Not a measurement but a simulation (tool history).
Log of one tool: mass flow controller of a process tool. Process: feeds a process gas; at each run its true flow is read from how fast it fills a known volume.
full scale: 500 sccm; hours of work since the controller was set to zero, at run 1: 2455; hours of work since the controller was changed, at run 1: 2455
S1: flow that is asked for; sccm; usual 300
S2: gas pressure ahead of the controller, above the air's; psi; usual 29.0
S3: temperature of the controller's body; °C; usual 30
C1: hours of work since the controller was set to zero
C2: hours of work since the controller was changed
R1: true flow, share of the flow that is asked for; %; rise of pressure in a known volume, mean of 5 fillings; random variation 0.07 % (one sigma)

run 1 day=0.000 | S1=300 S2=29.0 S3=30 | C1=2455 C2=2455 | R1=98.31
run 2 day=3.542 | S1=300 S2=29.0 S3=30 | C1=2498 C2=2498 | R1=98.31
run 3 day=6.871 | S1=404 S2=29.0 S3=30 | C1=2538 C2=2538 | R1=98.67
run 4 day=12.550 | S1=367 S2=29.0 S3=30 | C1=2606 C2=2606 | R1=98.57
run 5 day=16.142 | S1=367 S2=29.0 S3=30 | C1=2649 C2=2649 | R1=98.50
run 6 day=22.812 | S1=367 S2=29.0 S3=30 | C1=2729 C2=2729 | R1=98.43
run 7 day=29.029 | S1=300 S2=36.0 S3=30 | C1=2804 C2=2804 | R1=98.47
run 8 day=33.558 | S1=300 S2=37.6 S3=30 | C1=2859 C2=2859 | R1=98.70
run 9 day=37.158 | S1=300 S2=37.6 S3=30 | C1=2902 C2=2902 | R1=98.66
run 10 day=42.279 | S1=300 S2=37.6 S3=30 | C1=2963 C2=2963 | R1=98.66
run 11 day=47.588 | S1=300 S2=37.6 S3=30 | C1=3027 C2=3027 | R1=98.54
run 12 day=54.121 | S1=300 S2=37.6 S3=30 | C1=3106 C2=3106 | R1=98.55
run 13 day=59.225 | S1=394 S2=29.0 S3=30 | C1=3167 C2=3167 | R1=98.55
run 14 day=65.988 | S1=394 S2=29.0 S3=30 | C1=3248 C2=3248 | R1=98.39
run 15 day=71.217 | S1=394 S2=29.0 S3=30 | C1=3311 C2=3311 | R1=98.43
run 16 day=74.558 | S1=394 S2=29.0 S3=30 | C1=3351 C2=3351 | R1=98.47
run 17 day=79.217 | S1=226 S2=29.0 S3=30 | C1=3407 C2=3407 | R1=97.76
run 18 day=83.133 | S1=226 S2=20.5 S3=30 | C1=3455 C2=3455 | R1=97.18
run 19 day=88.671 | S1=300 S2=29.0 S3=40 | C1=3521 C2=3521 | R1=97.40
run 20 day=91.583 | S1=300 S2=29.0 S3=40 | C1=3556 C2=3556 | R1=97.36
run 21 day=96.067 | S1=300 S2=29.0 S3=40 | C1=3610 C2=3610 | R1=97.48
run 22 day=101.133 | S1=300 S2=29.0 S3=30 | C1=3671 C2=3671 | R1=97.99
run 23 day=108.121 | S1=300 S2=29.0 S3=30 | C1=3755 C2=3755 | R1=98.02
run 24 day=115.154 | S1=56 S2=30.6 S3=30 | C1=3840 C2=3840 | R1=95.98
run 25 day=119.996 | S1=56 S2=30.6 S3=30 | C1=3898 C2=3898 | R1=95.84
run 26 day=126.300 | S1=286 S2=29.0 S3=33 | C1=3974 C2=3974 | R1=97.77
run 27 day=132.279 | S1=147 S2=23.5 S3=30 | C1=4045 C2=4045 | R1=96.89
run 28 day=136.075 | S1=300 S2=22.3 S3=22 | C1=4091 C2=4091 | R1=98.16
run 29 day=142.871 | S1=300 S2=22.3 S3=29 | C1=4173 C2=4173 | R1=97.57
run 30 day=148.479 | S1=86 S2=22.2 S3=25 | C1=4240 C2=4240 | R1=96.34
run 31 day=155.058 | S1=321 S2=39.9 S3=26 | C1=4319 C2=4319 | R1=98.83
run 32 day=158.712 | S1=368 S2=40.0 S3=27 | C1=4363 C2=4363 | R1=98.84
run 33 day=164.758 | S1=368 S2=40.2 S3=24 | C1=4436 C2=4436 | R1=99.10
run 34 day=169.462 | S1=368 S2=40.2 S3=24 | C1=4492 C2=4492 | R1=99.01
run 35 day=174.312 | S1=300 S2=29.0 S3=21 | C1=4551 C2=4551 | R1=98.16
run 36 day=180.133 | S1=300 S2=29.0 S3=21 | C1=4621 C2=4621 | R1=98.33
run 37 day=186.196 | S1=300 S2=29.0 S3=21 | C1=4694 C2=4694 | R1=98.32
run 38 day=189.875 | S1=300 S2=30.0 S3=25 | C1=4738 C2=4738 | R1=98.09
run 39 day=195.667 | S1=454 S2=35.0 S3=25 | C1=4808 C2=4808 | R1=98.94
run 40 day=200.488 | S1=85 S2=24.5 S3=30 | C1=4865 C2=4865 | R1=95.90
run 41 day=206.838 | S1=85 S2=24.5 S3=30 | C1=4942 C2=4942 | R1=95.86
run 42 day=211.708 | S1=163 S2=29.0 S3=23 | C1=5000 C2=5000 | R1=97.41
run 43 day=215.958 | S1=240 S2=21.6 S3=31 | C1=5051 C2=5051 | R1=97.00
run 44 day=222.317 | S1=240 S2=21.6 S3=31 | C1=5128 C2=5128 | R1=96.99
run 45 day=228.604 | S1=300 S2=37.6 S3=37 | C1=5203 C2=5203 | R1=97.72

5 ways to go on from here, each from the tool as it stands after run 45. What would each give?
run A day=232.588 | S1=198 S2=22.2 S3=30 | C1=5251 C2=5251 | R1=?
run B day=232.588 | S1=285 S2=34.2 S3=25 | C1=5251 C2=5251 | R1=?
run C day=232.588 | S1=300 S2=20.9 S3=36 | C1=5251 C2=5251 | R1=?
run D day=232.588 | S1=192 S2=33.8 S3=37 | C1=5251 C2=5251 | R1=?
run E day=232.588 | S1=300 S2=37.6 S3=33 | C1=5251 C2=5251 | R1=?

run=A R1=96.76
run=B R1=98.21
run=C R1=96.89
run=D R1=96.79
run=E R1=97.90
Without the tool's hidden state the same runs would have given:
run=A R1=98.31
run=B R1=99.57
run=C R1=98.24
run=D R1=98.36
run=E R1=99.25
